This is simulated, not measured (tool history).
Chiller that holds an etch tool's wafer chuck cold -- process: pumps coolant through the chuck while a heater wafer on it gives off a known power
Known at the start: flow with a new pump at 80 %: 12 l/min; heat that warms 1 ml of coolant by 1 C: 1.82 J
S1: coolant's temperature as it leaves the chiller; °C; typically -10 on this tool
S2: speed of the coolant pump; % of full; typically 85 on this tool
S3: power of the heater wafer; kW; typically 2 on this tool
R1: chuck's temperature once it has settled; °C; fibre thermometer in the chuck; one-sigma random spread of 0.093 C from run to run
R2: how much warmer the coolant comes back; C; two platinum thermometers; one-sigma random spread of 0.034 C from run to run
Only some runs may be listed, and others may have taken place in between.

| run | hour | S1 | S2 | S3 | R1 | R2 |
|---|---|---|---|---|---|---|
| 1 | 0 | -10 | 85 | 2 | 4.08 | 5.62 |
| 2 | 89.2 | -10 | 85 | 2 | 3.93 | 5.59 |
| 3 | 142.8 | -10 | 85 | 1.707 | 2.02 | 4.84 |
| 4 | 236.4 | -10 | 85 | 1.707 | 1.85 | 4.81 |
| 5 | 325.9 | -10 | 85 | 1.707 | 1.86 | 4.84 |
| 6 | 400.1 | -10 | 85 | 1.707 | 2.06 | 4.86 |
| 7 | 474.1 | -10 | 85 | 1.707 | 2.13 | 4.83 |
| 8 | 541.8 | -10 | 85 | 2 | 4.32 | 5.66 |
| 9 | 588.4 | -10 | 85 | 2 | 4.23 | 5.72 |
| 10 | 635.5 | -10 | 78 | 2 | 5.06 | 6.23 |
| 11 | 698.6 | -10 | 78 | 2 | 5 | 6.16 |
| 12 | 761.9 | -10 | 85 | 2 | 4.39 | 5.7 |
| 13 | 846.1 | -10 | 85 | 2 | 4.63 | 6.02 |
| 14 | 901.8 | -10 | 85 | 2 | 5.08 | 6 |
| 15 | 959.3 | -7 | 98 | 2 | 5.28 | 4.54 |
| 16 | 1039.4 | -14 | 81 | 2 | -0.07 | 5.46 |
| 17 | 1102.3 | -7 | 85 | 1.715 | 4.42 | 4.39 |
| 18 | 1177.3 | -10 | 89 | 1.503 | -0.36 | 3.75 |
| 19 | 1266.8 | -10 | 89 | 1.503 | -0.37 | 3.8 |
| 20 | 1313.1 | -2 | 68 | 1.809 | 12.07 | 5.82 |
| 21 | 1368.7 | -9 | 82 | 1.709 | 2.8 | 4.69 |
| 22 | 1414.9 | -11 | 82 | 1.377 | -1.54 | 3.76 |
| 23 | 1493.9 | -10 | 85 | 1.91 | 2.82 | 4.97 |
| 24 | 1583.4 | -10 | 85 | 1.91 | 3 | 4.98 |
| 25 | 1657.9 | -10 | 85 | 1.91 | 1.58 | 4.99 |
| 26 | 1745.3 | -10 | 70 | 2.111 | 4.91 | 6.72 |
| 27 | 1831.6 | -10 | 64 | 2.111 | 5.64 | 7.38 |
| 28 | 1925 | -10 | 76 | 2 | 3.21 | 5.94 |

Withheld: 3 entries from between the runs. Position of each, and hidden state at the listed run before versus the listed run after:
Logged between run 12 and run 13: coolant pump overhauled (hour 774.4)
  heat passed by the chuck's channels, % of clean ones': 89.4 -> 89.2; flow at a given pump speed, % of a new pump's: 90.6 -> 87; coolant's true temperature over the reading, C: -0.67 -> -0.68
  measured minus no-state result, R1: +1.43 -> +1.85 °C; R2: +0.54 -> +0.78 C
Logged between run 14 and run 15: coolant pump overhauled, once more (hour 942.2)
  heat passed by the chuck's channels, % of clean ones': 89.1 -> 88.9; flow at a given pump speed, % of a new pump's: 86.8 -> 100.1; coolant's true temperature over the reading, C: -0.69 -> -0.7
  measured minus no-state result, R1: +1.87 -> +0.43 °C; R2: +0.78 -> -0.01 C
Logged between run 24 and run 25: coolant changed, channels flushed (hour 1627.8)
  heat passed by the chuck's channels, % of clean ones': 87.3 -> 99.5; flow at a given pump speed, % of a new pump's: 98.5 -> 98.3; coolant's true temperature over the reading, C: -0.84 -> -0.85
  measured minus no-state result, R1: +0.67 -> -0.67 °C; R2: +0.07 -> +0.09 C

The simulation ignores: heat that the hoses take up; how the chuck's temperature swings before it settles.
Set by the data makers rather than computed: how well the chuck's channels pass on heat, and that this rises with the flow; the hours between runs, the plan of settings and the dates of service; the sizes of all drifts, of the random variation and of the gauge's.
